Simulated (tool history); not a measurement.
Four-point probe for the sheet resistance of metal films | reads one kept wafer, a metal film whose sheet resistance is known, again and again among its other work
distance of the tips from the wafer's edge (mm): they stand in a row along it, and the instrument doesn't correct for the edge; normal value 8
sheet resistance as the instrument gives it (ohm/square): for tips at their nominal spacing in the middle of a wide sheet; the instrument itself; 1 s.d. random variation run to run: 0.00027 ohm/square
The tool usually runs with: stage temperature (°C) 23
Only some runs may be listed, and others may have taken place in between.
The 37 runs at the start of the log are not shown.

run,hour,stage temperature (°C),distance of the tips from the wafer's edge (mm),sheet resistance as the instrument gives it (ohm/square)
38,1762.1,19,4,1.393473
39,1808.8,19,13,1.354097
40,1859.5,23,32,1.346022
41,1928.5,22,5,1.374407
42,1985.1,23,13,1.349039
43,2017.4,28,3,1.413754
44,2058.6,28,3,1.414083
45,2106.3,23,3,1.420430

Below are 4 alternative next runs, each starting from the tool's condition after run 45. Predict each:
A,2176.9,21,44,?
B,2176.9,28,10,?
C,2176.9,24,7,?
D,2176.9,20,64,?

run,sheet resistance as the instrument gives it (ohm/square)
A,1.347328
B,1.346002
C,1.358262
D,1.348738
Without the tool's unlogged condition, the same runs would have read:
run,sheet resistance as the instrument gives it (ohm/square)
A,1.347205
B,1.345879
C,1.358137
D,1.348615
